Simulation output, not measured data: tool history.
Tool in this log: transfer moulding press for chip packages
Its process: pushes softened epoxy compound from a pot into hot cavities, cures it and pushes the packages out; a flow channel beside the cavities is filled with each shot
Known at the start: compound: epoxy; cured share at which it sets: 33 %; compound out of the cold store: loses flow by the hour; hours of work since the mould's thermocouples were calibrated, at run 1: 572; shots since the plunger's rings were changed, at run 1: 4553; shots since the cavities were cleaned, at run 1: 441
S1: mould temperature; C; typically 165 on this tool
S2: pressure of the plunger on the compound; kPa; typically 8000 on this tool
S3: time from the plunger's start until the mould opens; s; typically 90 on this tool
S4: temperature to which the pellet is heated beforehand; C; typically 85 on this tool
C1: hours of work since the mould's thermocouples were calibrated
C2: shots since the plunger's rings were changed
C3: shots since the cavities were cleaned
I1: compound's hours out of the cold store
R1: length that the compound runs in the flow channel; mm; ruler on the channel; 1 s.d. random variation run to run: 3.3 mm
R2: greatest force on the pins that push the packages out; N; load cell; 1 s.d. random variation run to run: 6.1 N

{"run": 1, "hour": 0.0, "S1": 165, "S2": 8000, "S3": 90, "S4": 85, "C1": 572, "C2": 4553, "C3": 441, "I1": 42.2, "R1": 590, "R2": 350}
{"run": 2, "hour": 21.2, "S1": 165, "S2": 8000, "S3": 90, "S4": 85, "C1": 584, "C2": 4777, "C3": 665, "I1": 29.2, "R1": 610, "R2": 391}
{"run": 3, "hour": 52.3, "S1": 165, "S2": 8000, "S3": 75, "S4": 85, "C1": 602, "C2": 5106, "C3": 994, "I1": 20.8, "R1": 631, "R2": 605}
{"hour": 57.0, "done": "cavities cleaned with cleaning compound and waxed"}
{"run": 4, "hour": 100.3, "S1": 164, "S2": 8000, "S3": 90, "S4": 85, "C1": 628, "C2": 5598, "C3": 457, "I1": 38.4, "R1": 592, "R2": 388}
{"run": 5, "hour": 139.7, "S1": 164, "S2": 8000, "S3": 90, "S4": 85, "C1": 651, "C2": 6015, "C3": 874, "I1": 38.1, "R1": 584, "R2": 431}
{"hour": 155.7, "done": "cavities cleaned with cleaning compound and waxed"}
{"run": 6, "hour": 183.7, "S1": 164, "S2": 8000, "S3": 90, "S4": 94, "C1": 675, "C2": 6465, "C3": 296, "I1": 11.5, "R1": 637, "R2": 371}
{"hour": 202.5, "done": "plunger's sealing rings changed"}
{"run": 7, "hour": 225.7, "S1": 165, "S2": 8000, "S3": 90, "S4": 85, "C1": 697, "C2": 246, "C3": 714, "I1": 21.7, "R1": 682, "R2": 419}
{"hour": 258.9, "done": "cavities cleaned with cleaning compound and waxed"}
{"run": 8, "hour": 262.6, "S1": 165, "S2": 8000, "S3": 90, "S4": 85, "C1": 717, "C2": 620, "C3": 39, "I1": 9.8, "R1": 702, "R2": 278}
{"hour": 298.5, "done": "mould's thermocouples calibrated"}
{"run": 9, "hour": 298.5, "S1": 165, "S2": 8000, "S3": 90, "S4": 85, "C1": 0, "C2": 980, "C3": 399, "I1": 8.3, "R1": 701, "R2": 354}
{"run": 10, "hour": 348.8, "S1": 165, "S2": 8000, "S3": 90, "S4": 85, "C1": 28, "C2": 1512, "C3": 931, "I1": 37.4, "R1": 623, "R2": 406}
{"hour": 360.4, "done": "cavities cleaned with cleaning compound and waxed"}
{"run": 11, "hour": 397.6, "S1": 165, "S2": 8000, "S3": 90, "S4": 85, "C1": 55, "C2": 2012, "C3": 393, "I1": 14.9, "R1": 668, "R2": 334}
{"run": 12, "hour": 436.0, "S1": 165, "S2": 8000, "S3": 90, "S4": 85, "C1": 77, "C2": 2419, "C3": 800, "I1": 40.8, "R1": 610, "R2": 399}
{"hour": 460.8, "done": "cavities cleaned with cleaning compound and waxed"}
{"run": 13, "hour": 473.3, "S1": 165, "S2": 8000, "S3": 90, "S4": 81, "C1": 97, "C2": 2798, "C3": 133, "I1": 47.7, "R1": 589, "R2": 266}
{"run": 14, "hour": 519.9, "S1": 165, "S2": 8000, "S3": 90, "S4": 81, "C1": 124, "C2": 3291, "C3": 626, "I1": 13.3, "R1": 664, "R2": 398}
{"run": 15, "hour": 547.9, "S1": 172, "S2": 9610, "S3": 90, "S4": 81, "C1": 140, "C2": 3587, "C3": 922, "I1": 40.6, "R1": 637, "R2": 366}
{"hour": 560.2, "done": "cavities cleaned with cleaning compound and waxed"}
{"run": 16, "hour": 583.2, "S1": 172, "S2": 9610, "S3": 90, "S4": 81, "C1": 159, "C2": 3945, "C3": 244, "I1": 15.7, "R1": 687, "R2": 264}
{"run": 17, "hour": 627.1, "S1": 165, "S2": 9890, "S3": 72, "S4": 85, "C1": 184, "C2": 4409, "C3": 708, "I1": 33.3, "R1": 668, "R2": 586}
{"run": 18, "hour": 655.9, "S1": 165, "S2": 9890, "S3": 72, "S4": 85, "C1": 200, "C2": 4714, "C3": 1013, "I1": 12, "R1": 714, "R2": 651}
{"hour": 660.1, "done": "cavities cleaned with cleaning compound and waxed"}
{"run": 19, "hour": 695.9, "S1": 166, "S2": 9890, "S3": 72, "S4": 85, "C1": 222, "C2": 5121, "C3": 379, "I1": 41.1, "R1": 637, "R2": 466}
{"run": 20, "hour": 719.5, "S1": 166, "S2": 9890, "S3": 72, "S4": 85, "C1": 235, "C2": 5371, "C3": 629, "I1": 15.1, "R1": 693, "R2": 523}
{"hour": 760.9, "done": "cavities cleaned with cleaning compound and waxed"}
{"run": 21, "hour": 768.9, "S1": 166, "S2": 9890, "S3": 72, "S4": 85, "C1": 262, "C2": 5878, "C3": 85, "I1": 36.4, "R1": 638, "R2": 365}
{"run": 22, "hour": 813.1, "S1": 166, "S2": 9890, "S3": 72, "S4": 85, "C1": 287, "C2": 6345, "C3": 552, "I1": 34.3, "R1": 638, "R2": 500}
{"hour": 841.9, "done": "plunger's sealing rings changed"}
{"run": 23, "hour": 848.7, "S1": 173, "S2": 7310, "S3": 90, "S4": 95, "C1": 306, "C2": 71, "C3": 902, "I1": 15, "R1": 641, "R2": 362}
{"hour": 862.1, "done": "cavities cleaned with cleaning compound and waxed"}
{"run": 24, "hour": 879.5, "S1": 173, "S2": 7310, "S3": 90, "S4": 95, "C1": 323, "C2": 381, "C3": 184, "I1": 15.4, "R1": 635, "R2": 257}
{"run": 25, "hour": 907.4, "S1": 163, "S2": 6880, "S3": 102, "S4": 83, "C1": 339, "C2": 677, "C3": 480, "I1": 8.5, "R1": 663, "R2": 362}
{"run": 26, "hour": 933.9, "S1": 161, "S2": 8000, "S3": 121, "S4": 84, "C1": 354, "C2": 958, "C3": 761, "I1": 9.8, "R1": 710, "R2": 362}
{"hour": 961.0, "done": "cavities cleaned with cleaning compound and waxed"}
{"run": 27, "hour": 986.0, "S1": 161, "S2": 8000, "S3": 94, "S4": 84, "C1": 382, "C2": 1493, "C3": 264, "I1": 9.4, "R1": 709, "R2": 405}
{"run": 28, "hour": 1009.9, "S1": 161, "S2": 8000, "S3": 94, "S4": 84, "C1": 396, "C2": 1746, "C3": 517, "I1": 36.2, "R1": 639, "R2": 439}

Selected run-to-run steps in R1, each split into two signed amounts: the part the tool would show with no hidden state at all (from settings, incoming material and random variation), and the remainder, which goes to the hidden state together with any gauge scatter not common to the measured and the hidden-state-free results:
Hidden state at play: true mould temperature over the reading, C; pressure that reaches the compound, % of what is set; grip of the stained cavities, % over clean ones'; drift of the gauge itself on flow_mm, %; drift of the gauge itself on push_out_n, %.
Run 6 -> 7: S1 164 -> 165, S4 94 -> 85, plunger's sealing rings changed. R1 +45 mm: hidden state +74, all else -29.
Run 9 -> 10: settings left as they were, no log entry in between. R1 -78 mm: hidden state -4, all else -74.
Run 18 -> 19: S1 165 -> 166, cavities cleaned with cleaning compound and waxed. R1 -77 mm: hidden state +0, all else -77.
Run 22 -> 23: S1 166 -> 173, S2 9890 -> 7310, S3 72 -> 90, S4 85 -> 95, plunger's sealing rings changed. R1 +3 mm: hidden state +79, all else -76.
